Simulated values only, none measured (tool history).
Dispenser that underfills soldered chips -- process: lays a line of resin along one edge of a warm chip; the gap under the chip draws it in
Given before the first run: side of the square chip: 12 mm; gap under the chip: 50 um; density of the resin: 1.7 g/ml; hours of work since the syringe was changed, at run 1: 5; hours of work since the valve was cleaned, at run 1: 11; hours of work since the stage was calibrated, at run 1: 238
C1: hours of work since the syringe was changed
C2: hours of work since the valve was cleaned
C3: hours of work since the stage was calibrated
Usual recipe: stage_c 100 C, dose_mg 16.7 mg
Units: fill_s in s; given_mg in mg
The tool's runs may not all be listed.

run 1 day=0.000 | stage_c=100 dose_mg=16.7 | C1=5 C2=11 C3=238 | fill_s=169.2 given_mg=16.65
-- day=0.204 new syringe of resin
run 2 day=0.275 | stage_c=100 dose_mg=16.7 | C1=1 C2=15 C3=242 | fill_s=150.3 given_mg=16.44
run 3 day=0.454 | stage_c=110 dose_mg=16.7 | C1=4 C2=18 C3=245 | fill_s=119.4 given_mg=16.48
-- day=0.712 new syringe of resin
run 4 day=0.733 | stage_c=100 dose_mg=16.7 | C1=0 C2=22 C3=249 | fill_s=145.5 given_mg=16.41
run 5 day=1.067 | stage_c=100 dose_mg=16.7 | C1=6 C2=28 C3=255 | fill_s=179.6 given_mg=16.48
-- day=1.233 new syringe of resin
run 6 day=1.304 | stage_c=100 dose_mg=16.7 | C1=1 C2=31 C3=258 | fill_s=149.7 given_mg=16.23
run 7 day=1.621 | stage_c=100 dose_mg=16.7 | C1=6 C2=36 C3=263 | fill_s=182.2 given_mg=16.42
-- day=1.738 new syringe of resin
run 8 day=1.933 | stage_c=113 dose_mg=16.7 | C1=3 C2=41 C3=268 | fill_s=107.2 given_mg=16.35
run 9 day=2.096 | stage_c=100 dose_mg=16.7 | C1=6 C2=44 C3=271 | fill_s=178.3 given_mg=16.12
-- day=2.238 new syringe of resin
run 10 day=2.383 | stage_c=100 dose_mg=16.7 | C1=2 C2=48 C3=275 | fill_s=160.8 given_mg=16.15
run 11 day=2.692 | stage_c=100 dose_mg=16.7 | C1=7 C2=53 C3=280 | fill_s=193.3 given_mg=16.08
-- day=2.746 new syringe of resin
run 12 day=2.867 | stage_c=100 dose_mg=16.7 | C1=2 C2=56 C3=283 | fill_s=157.8 given_mg=16.05
run 13 day=3.138 | stage_c=100 dose_mg=16.7 | C1=6 C2=60 C3=287 | fill_s=184.3 given_mg=16.18
-- day=3.271 new syringe of resin
run 14 day=3.321 | stage_c=100 dose_mg=16.7 | C1=1 C2=63 C3=290 | fill_s=151.5 given_mg=16.03
run 15 day=3.588 | stage_c=100 dose_mg=16.7 | C1=5 C2=67 C3=294 | fill_s=172.1 given_mg=15.91
run 16 day=3.754 | stage_c=100 dose_mg=16.7 | C1=8 C2=70 C3=297 | fill_s=195.6 given_mg=15.77
-- day=3.800 new syringe of resin
run 17 day=4.062 | stage_c=100 dose_mg=16.7 | C1=4 C2=75 C3=302 | fill_s=171.2 given_mg=15.89
-- day=4.308 new syringe of resin
run 18 day=4.329 | stage_c=100 dose_mg=16.7 | C1=0 C2=79 C3=306 | fill_s=144.5 given_mg=15.75
run 19 day=4.583 | stage_c=100 dose_mg=16.7 | C1=4 C2=83 C3=310 | fill_s=172.6 given_mg=15.75
-- day=4.821 new syringe of resin
run 20 day=4.875 | stage_c=98 dose_mg=17.7 | C1=1 C2=88 C3=315 | fill_s=159.6 given_mg=16.74
-- day=5.092 dispensing valve cleaned and set on the balance
run 21 day=5.225 | stage_c=98 dose_mg=17.7 | C1=6 C2=2 C3=319 | fill_s=188.7 given_mg=17.75
-- day=5.371 new syringe of resin
run 22 day=5.542 | stage_c=115 dose_mg=17.6 | C1=3 C2=7 C3=324 | fill_s=98.9 given_mg=17.42
run 23 day=5.762 | stage_c=100 dose_mg=18.4 | C1=6 C2=11 C3=328 | fill_s=177.4 given_mg=18.22
-- day=5.875 new syringe of resin
run 24 day=6.112 | stage_c=99 dose_mg=15.1 | C1=4 C2=16 C3=333 | fill_s=182.2 given_mg=14.98
run 25 day=6.283 | stage_c=104 dose_mg=17.6 | C1=7 C2=19 C3=336 | fill_s=161.5 given_mg=17.48
-- day=6.388 new syringe of resin
run 26 day=6.625 | stage_c=104 dose_mg=17.6 | C1=4 C2=24 C3=342 | fill_s=144.9 given_mg=17.26
run 27 day=6.854 | stage_c=111 dose_mg=21.4 | C1=8 C2=28 C3=345 | fill_s=130.9 given_mg=21.17
-- day=6.896 new syringe of resin
run 28 day=7.079 | stage_c=111 dose_mg=21.4 | C1=3 C2=31 C3=349 | fill_s=112.4 given_mg=21.01
run 29 day=7.321 | stage_c=104 dose_mg=15.2 | C1=7 C2=35 C3=353 | fill_s=168.7 given_mg=14.84
-- day=7.408 new syringe of resin
run 30 day=7.546 | stage_c=106 dose_mg=19.0 | C1=2 C2=39 C3=356 | fill_s=131.9 given_mg=18.48
run 31 day=7.754 | stage_c=106 dose_mg=20.7 | C1=6 C2=42 C3=359 | fill_s=145.4 given_mg=20.13
-- day=7.921 new syringe of resin
run 32 day=7.925 | stage_c=106 dose_mg=20.7 | C1=0 C2=45 C3=362 | fill_s=118.5 given_mg=20.19
run 33 day=8.146 | stage_c=92 dose_mg=15.5 | C1=4 C2=48 C3=365 | fill_s=228.6 given_mg=15.12

Run 34 is up next; what results do you expect?
-- day=8.438 new syringe of resin
run 34 day=8.521 | stage_c=103 dose_mg=16.7 | C1=1 C2=54 C3=371 | fill_s=? given_mg=?

Run 34 measured fill_s 141.0 s, given_mg 16.11 mg.
On a tool with no hidden condition, and with the same random variation, this run would have come out at fill_s 123.3 s, given_mg 16.68 mg.

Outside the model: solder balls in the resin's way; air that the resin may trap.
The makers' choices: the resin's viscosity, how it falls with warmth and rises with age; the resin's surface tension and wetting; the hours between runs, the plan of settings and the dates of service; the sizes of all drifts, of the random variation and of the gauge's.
